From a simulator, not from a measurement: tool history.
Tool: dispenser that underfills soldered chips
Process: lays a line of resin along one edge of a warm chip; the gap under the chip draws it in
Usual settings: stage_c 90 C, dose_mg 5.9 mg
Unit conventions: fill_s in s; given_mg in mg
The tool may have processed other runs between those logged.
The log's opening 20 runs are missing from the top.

run    day  stage_c  dose_mg  hours of work since the syringe was changed  hours of work since the valve was cleaned  hours of work since the stage was calibrated  fill_s  given_mg
     3.704  -- new syringe of resin
 21  3.788       82     6.92                                            1                                         47                                           142   116.7      6.74
 22  3.975       80     6.64                                            4                                         49                                           145   157.7      6.41
       4.1  -- new syringe of resin
 23  4.196       80     6.64                                            1                                         53                                           148   125.7      6.45
 24  4.425       84     6.88                                            5                                         56                                           152     145      6.69
       4.5  -- new syringe of resin
 25  4.654       85     6.54                                            2                                         60                                           155   111.8      6.33
 26  4.771       85     6.54                                            4                                         61                                           157   132.5      6.37
     4.904  -- new syringe of resin
 27   4.95       85     6.54                                            1                                         64                                           159    95.8      6.31
 28  5.112       79     5.77                                            3                                         66                                           162   156.6      5.54
 29  5.279       82     7.02                                            6                                         69                                           165   167.2      6.72
     5.312  -- new syringe of resin
 30  5.396       88     5.43                                            1                                         71                                           166    93.6      5.16
 31  5.512       88     5.43                                            3                                         72                                           168   109.9      5.16
 32  5.654      102     6.36                                            5                                         74                                           170    74.9      6.05
     5.704  -- new syringe of resin
 33  5.812      100     5.53                                            2                                         77                                           172    61.9      5.32
 34  6.033       85     5.38                                            5                                         80                                           176   147.9      5.15
     6.112  -- new syringe of resin
 35  6.238       85     5.39                                            2                                         83                                           179   113.5      5.16

Predict each of these 3 candidate next runs independently; none follows another, all start after run 35:
  A  6.367      102     5.54                                            4                                         85                                           181       ?         ?
  B  6.367       85      5.9                                            4                                         85                                           181       ?         ?
  C  6.367       83     6.34                                            4                                         85                                           181       ?         ?

run  fill_s  given_mg
  A    71.8       5.3
  B   129.2      5.62
  C   139.7      5.98
Without the tool's unlogged condition, the same runs would have read:
run  fill_s  given_mg
  A    52.5      5.59
  B    94.6      5.92
  C   102.4       6.3
